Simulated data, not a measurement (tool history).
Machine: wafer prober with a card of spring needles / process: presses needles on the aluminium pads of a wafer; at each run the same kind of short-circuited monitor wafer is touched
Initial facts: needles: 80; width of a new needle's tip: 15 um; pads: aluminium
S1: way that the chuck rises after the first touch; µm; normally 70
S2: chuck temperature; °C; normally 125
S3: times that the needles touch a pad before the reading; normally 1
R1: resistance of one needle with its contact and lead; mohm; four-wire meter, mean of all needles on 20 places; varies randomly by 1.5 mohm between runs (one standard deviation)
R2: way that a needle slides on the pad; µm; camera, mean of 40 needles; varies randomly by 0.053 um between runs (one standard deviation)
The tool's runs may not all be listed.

| run | hour | S1 | S2 | S3 | R1 | R2 |
|---|---|---|---|---|---|---|
| 1 | 0 | 70 | 125 | 1 | 136 | 11.36 |
|  | 5.8 | tips cleaned on abrasive film |
|  | 23.6 | tips cleaned on abrasive film |
| 2 | 35.2 | 70 | 125 | 1 | 134 | 11.2 |
|  | 42.3 | tips cleaned on abrasive film |
|  | 59 | tips cleaned on abrasive film |
| 3 | 71.2 | 70 | 125 | 1 | 137 | 11.16 |
|  | 75 | tips cleaned on abrasive film |
|  | 91.3 | tips cleaned on abrasive film |
|  | 109.1 | tips cleaned on abrasive film |
| 4 | 110.1 | 70 | 125 | 1 | 129 | 11.18 |
|  | 126.3 | tips cleaned on abrasive film |
| 5 | 133.1 | 64 | 125 | 1 | 134 | 10.36 |
|  | 143 | tips cleaned on abrasive film |
|  | 159 | tips cleaned on abrasive film |
|  | 175 | tips cleaned on abrasive film |
| 6 | 176.5 | 64 | 125 | 1 | 133 | 10.32 |
|  | 193.1 | tips cleaned on abrasive film |
|  | 211.3 | tips cleaned on abrasive film |
| 7 | 211.3 | 64 | 125 | 1 | 132 | 10.26 |
|  | 228.5 | tips cleaned on abrasive film |
|  | 247.5 | tips cleaned on abrasive film |
| 8 | 251.2 | 64 | 125 | 2 | 137 | 10.28 |
|  | 265.6 | tips cleaned on abrasive film |
|  | 284 | tips cleaned on abrasive film |
| 9 | 294.5 | 76 | 117 | 2 | 134 | 12.31 |
|  | 300.7 | tips cleaned on abrasive film |
|  | 319.8 | tips cleaned on abrasive film |
|  | 336.1 | tips cleaned on abrasive film |
| 10 | 339.5 | 76 | 117 | 2 | 133 | 12.22 |
|  | 352.9 | tips cleaned on abrasive film |
| 11 | 366.5 | 76 | 49 | 1 | 124 | 12.16 |
|  | 370.5 | tips cleaned on abrasive film |
|  | 386.7 | tips cleaned on abrasive film |
| 12 | 395.1 | 76 | 25 | 3 | 118 | 12.2 |
|  | 404.9 | tips cleaned on abrasive film |
|  | 422.6 | tips cleaned on abrasive film |
| 13 | 425 | 76 | 25 | 3 | 116 | 12.23 |
|  | 440.6 | tips cleaned on abrasive film |
|  | 459 | tips cleaned on abrasive film |
| 14 | 472.6 | 51 | 50 | 2 | 127 | 8.19 |

Forecast run 15:
|  | 476.1 | tips cleaned on abrasive film |
|  | 493.7 | tips cleaned on abrasive film |
|  | 512 | tips cleaned on abrasive film |
| 15 | 519 | 68 | 91 | 3 | ? | ? |

Run 15 came out at R1 128 mohm, R2 11.05 µm.
Had the tool carried no hidden state, the very same run would have given R1 127 mohm, R2 11.05 µm.

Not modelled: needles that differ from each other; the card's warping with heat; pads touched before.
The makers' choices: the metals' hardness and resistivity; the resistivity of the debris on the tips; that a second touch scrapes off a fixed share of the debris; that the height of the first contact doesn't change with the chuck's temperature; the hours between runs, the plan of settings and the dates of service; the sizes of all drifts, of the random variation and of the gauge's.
